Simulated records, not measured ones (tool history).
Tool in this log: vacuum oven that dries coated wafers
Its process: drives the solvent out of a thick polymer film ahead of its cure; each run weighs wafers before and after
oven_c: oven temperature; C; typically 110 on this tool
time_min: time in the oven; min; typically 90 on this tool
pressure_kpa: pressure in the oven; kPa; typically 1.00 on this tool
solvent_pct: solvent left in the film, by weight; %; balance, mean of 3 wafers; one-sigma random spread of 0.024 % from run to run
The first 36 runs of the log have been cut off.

| run | hour | oven_c | time_min | pressure_kpa | hours of work since the thermocouples were calibrated | hours of work since the vacuum gauge was cleaned of residue | solvent_pct |
|---|---|---|---|---|---|---|---|
| 37 | 405.2 | 121 | 49 | 1.10 | 1363 | 671 | 2.13 |
| 38 | 412.3 | 121 | 91 | 1.10 | 1367 | 676 | 0.60 |
| 39 | 421.7 | 110 | 46 | 1.12 | 1374 | 682 | 6.39 |
| 40 | 435.4 | 107 | 90 | 1.00 | 1383 | 691 | 3.36 |
| 41 | 447.4 | 100 | 107 | 2.11 | 1391 | 700 | 5.82 |
| 42 | 456.1 | 100 | 107 | 2.11 | 1397 | 706 | 5.74 |
| 43 | 472.5 | 103 | 51 | 0.92 | 1408 | 717 | 8.81 |
| 44 | 486.4 | 112 | 90 | 1.29 | 1418 | 726 | 2.00 |
| 45 | 496.9 | 112 | 90 | 1.29 | 1425 | 733 | 2.00 |

Predict each of these 4 candidate next runs independently; none follows another, all start after run 45:
| A | 511.1 | 98 | 90 | 1.29 | 1435 | 743 | ? |
| B | 511.1 | 114 | 65 | 0.77 | 1435 | 743 | ? |
| C | 511.1 | 110 | 57 | 3.98 | 1435 | 743 | ? |
| D | 511.1 | 110 | 50 | 0.87 | 1435 | 743 | ? |

| run | solvent_pct |
|---|---|
| A | 7.32 |
| B | 2.60 |
| C | 6.31 |
| D | 5.72 |
Had the tool no hidden state, the same runs would have come out as:
| run | solvent_pct |
|---|---|
| A | 7.34 |
| B | 2.62 |
| C | 6.33 |
| D | 5.75 |
